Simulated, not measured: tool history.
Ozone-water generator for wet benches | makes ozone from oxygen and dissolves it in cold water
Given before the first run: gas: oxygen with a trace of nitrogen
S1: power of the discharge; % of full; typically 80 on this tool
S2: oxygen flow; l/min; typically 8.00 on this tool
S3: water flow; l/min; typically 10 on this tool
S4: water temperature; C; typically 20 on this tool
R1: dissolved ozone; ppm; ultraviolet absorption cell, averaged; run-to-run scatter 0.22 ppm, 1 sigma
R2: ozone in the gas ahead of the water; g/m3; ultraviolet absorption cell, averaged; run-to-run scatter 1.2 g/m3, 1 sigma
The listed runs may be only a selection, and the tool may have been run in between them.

run	day	S1	S2	S3	S4	R1	R2
1	0.000	80	8.00	10	20	33.6	213.7
2	1.738	80	8.00	10	23	30.6	214.6
3	3.946	80	8.00	10	23	31.0	213.7
4	5.975	80	8.00	10	23	30.5	214.5
5	7.221	80	8.00	10	23	30.8	212.2
6	8.471	80	8.00	10	20	32.9	213.4
7	10.562	80	8.00	10	20	33.0	213.5
8	12.679	82	8.00	10	20	33.6	219.1
9	14.958	80	8.00	10	20	33.1	216.3
10	16.546	80	8.00	10	20	33.0	215.9
11	17.617	80	8.00	10	20	33.4	214.7
12	19.296	80	8.00	10	20	33.3	216.3
13	20.750	80	8.00	10	20	33.2	213.8
14	22.746	80	8.00	10	20	33.3	215.8
15	24.754	80	8.00	10	20	33.5	216.3
16	26.042	42	8.00	13	20	19.1	149.4
17	28.371	42	8.00	13	20	19.0	149.2
18	29.638	80	8.00	13	17	29.1	215.3
19	31.117	80	8.00	13	17	28.7	217.4
20	32.588	79	8.00	10	16	36.0	214.8
21	33.717	79	8.00	10	16	35.9	215.2
22	34.775	44	4.23	9	24	29.3	236.5
23	36.204	51	8.00	11	14	27.0	168.7
24	37.408	51	8.00	11	14	27.1	167.7
25	38.946	55	7.70	10	20	27.1	180.0
26	40.617	55	7.70	10	20	27.2	178.4
27	41.775	90	11.36	10	20	30.1	183.1
28	43.917	42	8.00	14	20	17.9	151.4
29	45.442	60	11.58	6	24	27.4	144.0

3 ways to go on from here, each from the tool as it stands after run 29. What would each give?
A	46.450	80	8.00	10	18	?	?
B	46.450	60	11.58	9	15	?	?
C	46.450	59	11.58	6	19	?	?

run	R1	R2
A	34.7	217.4
B	28.8	141.7
C	31.5	141.8
The same runs, with their run-to-run variation unchanged, on a tool lacking any hidden condition would have given:
run	R1	R2
A	34.7	213.2
B	28.8	138.9
C	31.5	139.0
